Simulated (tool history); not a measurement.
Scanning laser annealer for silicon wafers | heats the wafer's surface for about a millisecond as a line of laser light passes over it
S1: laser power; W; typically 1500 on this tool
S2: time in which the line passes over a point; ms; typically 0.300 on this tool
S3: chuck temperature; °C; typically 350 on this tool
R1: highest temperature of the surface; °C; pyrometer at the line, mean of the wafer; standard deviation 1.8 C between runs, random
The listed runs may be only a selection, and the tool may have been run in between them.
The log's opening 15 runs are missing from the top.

run 16 hour=570.5 | S1=1500 S2=0.300 S3=350 | R1=1064
run 17 hour=626.7 | S1=1500 S2=0.300 S3=336 | R1=1048
-- hour=667.3 window over the wafer cleaned, once more
run 18 hour=673.2 | S1=1500 S2=0.300 S3=336 | R1=1088
run 19 hour=729.2 | S1=1500 S2=0.300 S3=336 | R1=1086
run 20 hour=767.0 | S1=1500 S2=0.300 S3=336 | R1=1083
run 21 hour=801.7 | S1=1500 S2=0.300 S3=336 | R1=1083
run 22 hour=834.2 | S1=1415 S2=0.222 S3=336 | R1=938
run 23 hour=858.4 | S1=1415 S2=0.222 S3=336 | R1=935
run 24 hour=906.0 | S1=1334 S2=0.244 S3=350 | R1=931
run 25 hour=940.2 | S1=1334 S2=0.244 S3=350 | R1=933
run 26 hour=985.2 | S1=1500 S2=0.246 S3=350 | R1=1022
run 27 hour=1020.5 | S1=1500 S2=0.246 S3=350 | R1=1017
run 28 hour=1043.7 | S1=1477 S2=0.302 S3=338 | R1=1063
run 29 hour=1067.3 | S1=1524 S2=0.300 S3=350 | R1=1101

Run 30, settings as shown, results not yet in. Your forecast:
run 30 hour=1090.3 | S1=1382 S2=0.320 S3=343 | R1=?

R1: 1029 °C
Take away the tool's hidden state, keep the run-to-run variation as it was, and the same run would have given R1 1054 °C.
